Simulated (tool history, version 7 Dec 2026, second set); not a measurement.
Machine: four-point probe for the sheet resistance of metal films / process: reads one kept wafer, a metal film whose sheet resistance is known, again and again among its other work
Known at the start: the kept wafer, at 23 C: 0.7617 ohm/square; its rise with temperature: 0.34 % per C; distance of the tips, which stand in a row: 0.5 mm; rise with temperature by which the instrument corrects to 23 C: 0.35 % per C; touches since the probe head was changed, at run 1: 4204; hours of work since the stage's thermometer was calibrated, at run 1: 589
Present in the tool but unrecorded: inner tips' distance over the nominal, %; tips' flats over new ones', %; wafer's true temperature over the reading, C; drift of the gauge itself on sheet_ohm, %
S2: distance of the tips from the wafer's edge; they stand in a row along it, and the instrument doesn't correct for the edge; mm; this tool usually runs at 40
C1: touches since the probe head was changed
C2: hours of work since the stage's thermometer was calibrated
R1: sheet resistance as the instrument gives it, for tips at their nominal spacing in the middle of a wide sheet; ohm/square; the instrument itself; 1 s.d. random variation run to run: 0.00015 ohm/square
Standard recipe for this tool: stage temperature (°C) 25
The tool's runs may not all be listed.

{"run": 1, "day": 0.0, "stage temperature (°C)": 25, "S2": 40, "C1": 4204, "C2": 589, "R1": 0.762363}
{"run": 2, "day": 1.079, "stage temperature (°C)": 25, "S2": 40, "C1": 4621, "C2": 603, "R1": 0.762318}
{"run": 3, "day": 1.796, "stage temperature (°C)": 28, "S2": 40, "C1": 4900, "C2": 612, "R1": 0.761814}
{"run": 4, "day": 2.308, "stage temperature (°C)": 25, "S2": 40, "C1": 5098, "C2": 619, "R1": 0.762094}
{"run": 5, "day": 3.229, "stage temperature (°C)": 25, "S2": 40, "C1": 5455, "C2": 630, "R1": 0.76217}
{"run": 6, "day": 4.146, "stage temperature (°C)": 25, "S2": 40, "C1": 5810, "C2": 642, "R1": 0.76205}
{"run": 7, "day": 5.125, "stage temperature (°C)": 27, "S2": 40, "C1": 6188, "C2": 655, "R1": 0.761699}
{"run": 8, "day": 6.154, "stage temperature (°C)": 27, "S2": 40, "C1": 6586, "C2": 668, "R1": 0.761721}
{"run": 9, "day": 6.675, "stage temperature (°C)": 25, "S2": 40, "C1": 6788, "C2": 675, "R1": 0.762004}
{"run": 10, "day": 7.296, "stage temperature (°C)": 25, "S2": 40, "C1": 7028, "C2": 683, "R1": 0.761868}
{"run": 11, "day": 8.296, "stage temperature (°C)": 35, "S2": 40, "C1": 7416, "C2": 696, "R1": 0.761094}
{"run": 12, "day": 9.346, "stage temperature (°C)": 35, "S2": 40, "C1": 7822, "C2": 710, "R1": 0.760886}
{"run": 13, "day": 10.033, "stage temperature (°C)": 35, "S2": 40, "C1": 8089, "C2": 719, "R1": 0.761479}
{"run": 14, "day": 10.988, "stage temperature (°C)": 30, "S2": 38, "C1": 8458, "C2": 731, "R1": 0.761487}
{"run": 15, "day": 11.762, "stage temperature (°C)": 26, "S2": 40, "C1": 8758, "C2": 741, "R1": 0.761682}
{"run": 16, "day": 12.762, "stage temperature (°C)": 29, "S2": 57, "C1": 9145, "C2": 754, "R1": 0.761461}
{"run": 17, "day": 13.496, "stage temperature (°C)": 29, "S2": 57, "C1": 9430, "C2": 764, "R1": 0.761272}
{"run": 18, "day": 14.483, "stage temperature (°C)": 29, "S2": 57, "C1": 9811, "C2": 776, "R1": 0.761262}
{"run": 19, "day": 15.025, "stage temperature (°C)": 29, "S2": 57, "C1": 10021, "C2": 784, "R1": 0.761343}
{"run": 20, "day": 15.792, "stage temperature (°C)": 29, "S2": 57, "C1": 10319, "C2": 794, "R1": 0.761154}
{"run": 21, "day": 16.746, "stage temperature (°C)": 27, "S2": 6, "C1": 10687, "C2": 806, "R1": 0.764029}

What if the next run were any one of these 5? Each begins from the tool's condition after run 21:
{"run": "A", "day": 17.542, "stage temperature (°C)": 23, "S2": 8, "C1": 10995, "C2": 816, "R1": "?"}
{"run": "B", "day": 17.542, "stage temperature (°C)": 30, "S2": 5, "C1": 10995, "C2": 816, "R1": "?"}
{"run": "C", "day": 17.542, "stage temperature (°C)": 23, "S2": 8, "C1": 10995, "C2": 816, "R1": "?"}
{"run": "D", "day": 17.542, "stage temperature (°C)": 18, "S2": 11, "C1": 10995, "C2": 816, "R1": "?"}
{"run": "E", "day": 17.542, "stage temperature (°C)": 21, "S2": 62, "C1": 10995, "C2": 816, "R1": "?"}

run=A R1=0.763332
run=B R1=0.765002
run=C R1=0.763467
run=D R1=0.762975
run=E R1=0.761818
Stripped of hidden state, with their random variation kept, the same runs would have yielded:
run=A R1=0.763305
run=B R1=0.764965
run=C R1=0.76344
run=D R1=0.762955
run=E R1=0.761794
